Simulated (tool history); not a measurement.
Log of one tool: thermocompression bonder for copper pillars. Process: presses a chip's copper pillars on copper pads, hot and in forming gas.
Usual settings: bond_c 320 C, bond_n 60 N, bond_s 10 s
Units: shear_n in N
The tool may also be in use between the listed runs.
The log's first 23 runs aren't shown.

run,hour,bond_c,bond_n,bond_s,hours of work since the heater was calibrated,hours of work since the force cell was calibrated,hours of work since the gas filter was changed,shear_n
24,225.2,302,43,24,13,416,167,76.0
25,236.8,302,43,24,21,423,175,76.8
26,250.5,302,43,24,30,433,184,78.2
27,264.4,302,66,24,39,442,193,99.4
28,275.6,327,66,14,46,449,201,99.7
29,288.6,327,54,14,55,458,209,90.2
30,295.0,329,59,6,59,462,213,79.0
31,303.0,338,60,12,64,467,219,97.3
32,312.4,338,83,8,71,473,225,104.4
33,324.9,297,50,18,79,482,233,75.5
34,335.2,320,77,19,86,488,240,108.4
35,348.6,345,77,19,94,497,249,112.1
36,359.4,322,84,22,101,504,256,114.6
37,373.2,330,69,5,111,513,265,85.1
38,379.3,323,70,24,115,517,269,106.2
39,389.5,320,64,22,121,524,276,101.9
40,403.6,320,64,22,131,533,285,103.0

4 ways to go on from here, each from the tool as it stands after run 40. What would each give?
A,416.0,320,36,7,139,542,293,?
B,416.0,346,64,12,139,542,293,?
C,416.0,320,64,6,139,542,293,?
D,416.0,320,64,10,139,542,293,?

run,shear_n
A,49.5
B,104.1
C,79.0
D,87.1
Without the tool's hidden state the same runs would have given:
run,shear_n
A,53.3
B,110.5
C,84.5
D,92.9

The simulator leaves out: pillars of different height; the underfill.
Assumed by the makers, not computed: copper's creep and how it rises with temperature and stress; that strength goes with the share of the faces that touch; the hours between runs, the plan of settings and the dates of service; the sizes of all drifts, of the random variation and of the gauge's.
